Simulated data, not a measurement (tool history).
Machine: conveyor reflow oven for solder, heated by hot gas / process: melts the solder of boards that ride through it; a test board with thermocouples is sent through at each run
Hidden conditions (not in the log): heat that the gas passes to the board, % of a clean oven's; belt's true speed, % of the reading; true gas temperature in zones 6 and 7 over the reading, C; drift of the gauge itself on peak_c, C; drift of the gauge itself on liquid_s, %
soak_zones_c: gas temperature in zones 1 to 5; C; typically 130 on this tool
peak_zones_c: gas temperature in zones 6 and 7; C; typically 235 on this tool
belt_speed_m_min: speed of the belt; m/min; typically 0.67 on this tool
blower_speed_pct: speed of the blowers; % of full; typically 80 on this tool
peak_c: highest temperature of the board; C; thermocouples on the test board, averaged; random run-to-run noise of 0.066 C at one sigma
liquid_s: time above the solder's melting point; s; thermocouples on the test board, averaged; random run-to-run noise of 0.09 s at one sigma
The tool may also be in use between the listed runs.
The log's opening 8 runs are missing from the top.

run	hour	soak_zones_c	peak_zones_c	belt_speed_m_min	blower_speed_pct	hours of work since the flux was cleaned out	hours of work since the belt drive was overhauled	hours of work since the thermocouples were changed	peak_c	liquid_s
9	199.4	130	235	0.639	80	156	730	42	224.14	53.1
10	221.8	130	235	0.638	80	174	747	59	224.13	53.16
# hour 257.4: flux residue cleaned out of gas plates and filters
11	257.4	130	235	0.638	80	0	771	83	224.56	53.46
12	278	130	235	0.638	80	16	788	100	224.47	53.32
13	300.9	130	235	0.638	80	34	806	118	224.43	53.44
14	318.5	130	235	0.638	80	48	820	132	224.39	53.37
15	339.5	130	235	0.67	80	65	836	148	223.06	49.98
16	362.8	130	235	0.67	80	83	855	167	222.89	49.93
17	388.2	135	229	0.628	80	103	875	187	219.47	53.21
18	420.7	135	229	0.628	80	129	901	213	219.36	53.07
19	437.4	124	247	0.694	62	142	914	226	228.61	49.08
# hour 443.5: belt drive overhauled, speed set with a stopwatch
20	459.2	133	247	0.66	67	156	12	240	232.8	56.64
21	488	130	235	0.786	88	179	35	263	219.25	40.65
22	506	140	247	0.786	88	193	49	277	231.51	48.37
# hour 518.6: flux residue cleaned out of gas plates and filters
23	527.8	140	247	0.786	88	7	63	290	232.01	48.59
24	555.2	130	226	0.67	55	29	84	312	210.88	42.16
# hour 563.2: belt drive overhauled, speed set with a stopwatch, once more
25	587.8	130	226	0.543	55	51	19	334	215.72	56.04
26	609.4	118	238	0.613	61	69	37	351	222.99	50.39
27	625	118	238	0.714	61	81	49	364	217.4	39.33
28	655.8	118	238	0.714	61	105	73	388	217.29	39.48
29	685.9	118	238	0.714	61	129	97	412	217.35	39.43

Forecast run 30:
30	713	118	238	0.739	80	151	118	433	?	?

peak_c: 219.78 C
liquid_s: 39.86 s
If the tool had no hidden condition, the same run with the same run-to-run variation would have returned peak_c 220.6 C, liquid_s 40.37 s.
